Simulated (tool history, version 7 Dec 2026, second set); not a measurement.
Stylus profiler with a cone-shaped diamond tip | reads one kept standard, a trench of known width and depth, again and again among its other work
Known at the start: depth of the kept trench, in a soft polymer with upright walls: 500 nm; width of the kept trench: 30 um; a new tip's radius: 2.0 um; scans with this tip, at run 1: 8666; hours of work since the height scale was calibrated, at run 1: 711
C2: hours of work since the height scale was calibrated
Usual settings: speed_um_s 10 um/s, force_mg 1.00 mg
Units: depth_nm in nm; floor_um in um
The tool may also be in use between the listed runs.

run 1 hour=0.0 | speed_um_s=10 force_mg=1.00 | scans_with_this_tip=8666 C2=711 | depth_nm=501.53 floor_um=27.34
run 2 hour=57.4 | speed_um_s=3 force_mg=1.00 | scans_with_this_tip=9044 C2=742 | depth_nm=501.64 floor_um=27.32
run 3 hour=135.1 | speed_um_s=31 force_mg=1.00 | scans_with_this_tip=9555 C2=784 | depth_nm=501.88 floor_um=27.24
run 4 hour=184.0 | speed_um_s=31 force_mg=1.00 | scans_with_this_tip=9876 C2=810 | depth_nm=501.65 floor_um=27.21
run 5 hour=237.8 | speed_um_s=3 force_mg=1.00 | scans_with_this_tip=10230 C2=839 | depth_nm=501.64 floor_um=27.34
run 6 hour=323.2 | speed_um_s=11 force_mg=1.00 | scans_with_this_tip=10792 C2=886 | depth_nm=501.74 floor_um=27.29
run 7 hour=360.6 | speed_um_s=11 force_mg=1.00 | scans_with_this_tip=11038 C2=906 | depth_nm=501.73 floor_um=27.28
run 8 hour=407.6 | speed_um_s=10 force_mg=1.00 | scans_with_this_tip=11347 C2=931 | depth_nm=501.84 floor_um=27.31
run 9 hour=459.6 | speed_um_s=35 force_mg=1.00 | scans_with_this_tip=11689 C2=959 | depth_nm=501.69 floor_um=27.23
run 10 hour=538.4 | speed_um_s=10 force_mg=1.00 | scans_with_this_tip=12208 C2=1002 | depth_nm=501.64 floor_um=27.34
run 11 hour=612.9 | speed_um_s=10 force_mg=1.00 | scans_with_this_tip=12698 C2=1042 | depth_nm=501.77 floor_um=27.28
run 12 hour=649.8 | speed_um_s=10 force_mg=2.25 | scans_with_this_tip=12941 C2=1062 | depth_nm=502.90 floor_um=27.32
run 13 hour=721.4 | speed_um_s=10 force_mg=2.25 | scans_with_this_tip=13412 C2=1100 | depth_nm=502.79 floor_um=27.31
run 14 hour=788.8 | speed_um_s=10 force_mg=1.31 | scans_with_this_tip=13855 C2=1137 | depth_nm=502.41 floor_um=27.33
-- hour=806.5 height scale calibrated on a step standard
run 15 hour=864.7 | speed_um_s=10 force_mg=1.00 | scans_with_this_tip=14351 C2=31 | depth_nm=501.53 floor_um=27.37
run 16 hour=900.6 | speed_um_s=10 force_mg=1.00 | scans_with_this_tip=14587 C2=51 | depth_nm=501.65 floor_um=27.35
run 17 hour=961.6 | speed_um_s=10 force_mg=1.00 | scans_with_this_tip=14989 C2=84 | depth_nm=501.74 floor_um=27.31
run 18 hour=1031.8 | speed_um_s=10 force_mg=1.00 | scans_with_this_tip=15451 C2=122 | depth_nm=501.90 floor_um=27.30
run 19 hour=1117.1 | speed_um_s=10 force_mg=1.00 | scans_with_this_tip=16012 C2=168 | depth_nm=501.65 floor_um=27.27
run 20 hour=1174.5 | speed_um_s=10 force_mg=1.00 | scans_with_this_tip=16389 C2=199 | depth_nm=501.90 floor_um=27.30
run 21 hour=1239.4 | speed_um_s=10 force_mg=1.00 | scans_with_this_tip=16816 C2=234 | depth_nm=501.82 floor_um=27.32
run 22 hour=1299.6 | speed_um_s=10 force_mg=1.00 | scans_with_this_tip=17213 C2=266 | depth_nm=501.83 floor_um=27.31
run 23 hour=1371.2 | speed_um_s=10 force_mg=1.39 | scans_with_this_tip=17683 C2=305 | depth_nm=502.13 floor_um=27.34
run 24 hour=1413.4 | speed_um_s=10 force_mg=1.39 | scans_with_this_tip=17961 C2=328 | depth_nm=502.18 floor_um=27.31
run 25 hour=1453.0 | speed_um_s=10 force_mg=1.39 | scans_with_this_tip=18222 C2=349 | depth_nm=502.28 floor_um=27.30
run 26 hour=1523.1 | speed_um_s=35 force_mg=0.89 | scans_with_this_tip=18683 C2=387 | depth_nm=501.68 floor_um=27.21
run 27 hour=1580.2 | speed_um_s=35 force_mg=0.89 | scans_with_this_tip=19058 C2=418 | depth_nm=501.38 floor_um=27.16
run 28 hour=1615.6 | speed_um_s=35 force_mg=0.89 | scans_with_this_tip=19291 C2=437 | depth_nm=501.74 floor_um=27.20
run 29 hour=1658.2 | speed_um_s=9 force_mg=1.00 | scans_with_this_tip=19572 C2=460 | depth_nm=501.85 floor_um=27.27
run 30 hour=1695.0 | speed_um_s=9 force_mg=1.00 | scans_with_this_tip=19814 C2=480 | depth_nm=501.77 floor_um=27.31
run 31 hour=1759.1 | speed_um_s=27 force_mg=0.79 | scans_with_this_tip=20236 C2=514 | depth_nm=501.58 floor_um=27.20
run 32 hour=1841.1 | speed_um_s=9 force_mg=0.63 | scans_with_this_tip=20775 C2=558 | depth_nm=501.22 floor_um=27.30
run 33 hour=1875.9 | speed_um_s=7 force_mg=1.13 | scans_with_this_tip=21004 C2=577 | depth_nm=501.58 floor_um=27.30
run 34 hour=1938.2 | speed_um_s=7 force_mg=1.13 | scans_with_this_tip=21414 C2=611 | depth_nm=501.92 floor_um=27.29
run 35 hour=1980.0 | speed_um_s=24 force_mg=2.93 | scans_with_this_tip=21688 C2=633 | depth_nm=503.47 floor_um=27.32
run 36 hour=2052.4 | speed_um_s=5 force_mg=2.71 | scans_with_this_tip=22165 C2=673 | depth_nm=503.40 floor_um=27.38
run 37 hour=2092.9 | speed_um_s=3 force_mg=2.56 | scans_with_this_tip=22431 C2=694 | depth_nm=503.40 floor_um=27.35
-- hour=2125.3 new tip fitted, height scale calibrated
run 38 hour=2161.1 | speed_um_s=3 force_mg=2.56 | scans_with_this_tip=235 C2=19 | depth_nm=503.16 floor_um=27.41
run 39 hour=2219.0 | speed_um_s=2 force_mg=0.66 | scans_with_this_tip=616 C2=51 | depth_nm=501.10 floor_um=27.39
run 40 hour=2262.9 | speed_um_s=8 force_mg=2.36 | scans_with_this_tip=905 C2=74 | depth_nm=503.00 floor_um=27.36
run 41 hour=2331.4 | speed_um_s=2 force_mg=1.00 | scans_with_this_tip=1355 C2=111 | depth_nm=501.74 floor_um=27.40
run 42 hour=2379.2 | speed_um_s=13 force_mg=0.54 | scans_with_this_tip=1670 C2=137 | depth_nm=501.15 floor_um=27.35
run 43 hour=2448.7 | speed_um_s=13 force_mg=0.54 | scans_with_this_tip=2127 C2=175 | depth_nm=501.19 floor_um=27.30
run 44 hour=2484.2 | speed_um_s=13 force_mg=0.54 | scans_with_this_tip=2361 C2=194 | depth_nm=501.11 floor_um=27.24
run 45 hour=2521.3 | speed_um_s=2 force_mg=2.80 | scans_with_this_tip=2605 C2=214 | depth_nm=503.33 floor_um=27.34
run 46 hour=2565.8 | speed_um_s=2 force_mg=1.08 | scans_with_this_tip=2897 C2=238 | depth_nm=501.96 floor_um=27.38

How the hidden state differs across the entries between the runs, from the last listed run before each to the first after it:
Between runs 14 and 15: height scale calibrated on a step standard (hour 806.5)
  height scale over the true one, %: -0.004 -> 0
Between runs 37 and 38: new tip fitted, height scale calibrated (hour 2125.3)
  radius of the tip, um: 2.02 -> 2; height scale over the true one, %: -0.003 -> 0
